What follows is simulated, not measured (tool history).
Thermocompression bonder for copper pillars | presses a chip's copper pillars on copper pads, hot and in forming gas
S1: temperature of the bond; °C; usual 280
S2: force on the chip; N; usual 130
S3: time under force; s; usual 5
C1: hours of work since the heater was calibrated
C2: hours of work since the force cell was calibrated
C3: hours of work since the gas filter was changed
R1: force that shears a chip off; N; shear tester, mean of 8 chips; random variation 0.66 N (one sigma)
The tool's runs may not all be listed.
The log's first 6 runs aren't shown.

run 7 day=4.117 | S1=250 S2=130 S3=5 | C1=475 C2=325 C3=17 | R1=40.6
run 8 day=4.517 | S1=280 S2=130 S3=5 | C1=480 C2=330 C3=22 | R1=56.9
run 9 day=5.112 | S1=280 S2=130 S3=5 | C1=487 C2=338 C3=29 | R1=57.3
run 10 day=5.838 | S1=280 S2=130 S3=5 | C1=496 C2=346 C3=38 | R1=57.5
run 11 day=6.188 | S1=280 S2=130 S3=5 | C1=500 C2=351 C3=43 | R1=57.5
run 12 day=6.621 | S1=280 S2=130 S3=5 | C1=506 C2=356 C3=48 | R1=57.2
run 13 day=7.021 | S1=280 S2=130 S3=5 | C1=511 C2=361 C3=53 | R1=56.6
run 14 day=7.771 | S1=280 S2=130 S3=5 | C1=520 C2=370 C3=62 | R1=57.5
run 15 day=8.375 | S1=280 S2=130 S3=11 | C1=527 C2=378 C3=70 | R1=69.8
run 16 day=8.742 | S1=260 S2=130 S3=5 | C1=532 C2=382 C3=74 | R1=44.9
run 17 day=9.175 | S1=260 S2=166 S3=5 | C1=537 C2=388 C3=79 | R1=53.0
run 18 day=9.712 | S1=260 S2=166 S3=5 | C1=544 C2=394 C3=86 | R1=52.3
run 19 day=10.479 | S1=260 S2=166 S3=5 | C1=553 C2=404 C3=96 | R1=50.9
run 20 day=11.121 | S1=260 S2=166 S3=5 | C1=561 C2=412 C3=103 | R1=50.1
run 21 day=11.833 | S1=267 S2=168 S3=5 | C1=570 C2=420 C3=112 | R1=56.7
run 22 day=12.362 | S1=300 S2=130 S3=12 | C1=576 C2=427 C3=119 | R1=80.3
run 23 day=13.046 | S1=300 S2=130 S3=12 | C1=585 C2=435 C3=127 | R1=79.9
run 24 day=13.683 | S1=293 S2=130 S3=3 | C1=593 C2=443 C3=135 | R1=55.1
run 25 day=14.204 | S1=303 S2=164 S3=8 | C1=599 C2=450 C3=141 | R1=79.9
run 26 day=14.871 | S1=295 S2=90 S3=4 | C1=607 C2=458 C3=150 | R1=52.4
run 27 day=15.533 | S1=295 S2=90 S3=4 | C1=616 C2=466 C3=158 | R1=51.5
run 28 day=16.112 | S1=296 S2=100 S3=6 | C1=623 C2=473 C3=165 | R1=63.3

Run 29 comes next. What will it give?
run 29 day=16.650 | S1=251 S2=164 S3=8 | C1=629 C2=480 C3=171 | R1=?

Run 29 gave R1 53.0 N.
Without the tool's hidden state the same run would have given R1 52.8 N.
